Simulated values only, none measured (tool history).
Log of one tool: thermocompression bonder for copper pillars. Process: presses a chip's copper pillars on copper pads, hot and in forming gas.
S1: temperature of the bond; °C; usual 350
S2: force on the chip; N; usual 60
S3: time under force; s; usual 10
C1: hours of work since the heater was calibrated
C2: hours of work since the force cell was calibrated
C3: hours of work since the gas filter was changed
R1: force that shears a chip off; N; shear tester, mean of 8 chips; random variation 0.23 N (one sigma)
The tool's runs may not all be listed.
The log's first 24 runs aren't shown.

run,hour,S1,S2,S3,C1,C2,C3,R1
25,281.1,377,42,6,656,401,270,46.6
26,294.7,357,37,21,666,411,280,50.9
27,305.7,357,37,21,675,420,289,51.1
# hour 311.7: forming gas filter changed
28,318.2,350,58,14,684,429,5,59.1
29,327.3,350,58,14,691,436,12,59.1
30,338.6,350,58,14,700,445,21,58.6
31,352.7,324,85,14,711,456,32,58.9
32,368,341,55,9,723,468,44,45.4
33,385.2,341,55,9,736,481,57,45.2
34,400,341,55,9,748,493,68,45.3
35,411.5,322,40,19,756,502,77,35.7

Forecast each of these 4 alternatives for the next run:
A,425.3,350,61,7,767,512,88,?
B,425.3,322,40,6,767,512,88,?
C,425.3,323,66,12,767,512,88,?
D,425.3,343,60,10,767,512,88,?

run,R1
A,49.2
B,22.8
C,46.8
D,51.3
Without the tool's hidden state the same runs would have given:
run,R1
A,52.1
B,24.8
C,49.9
D,54.2
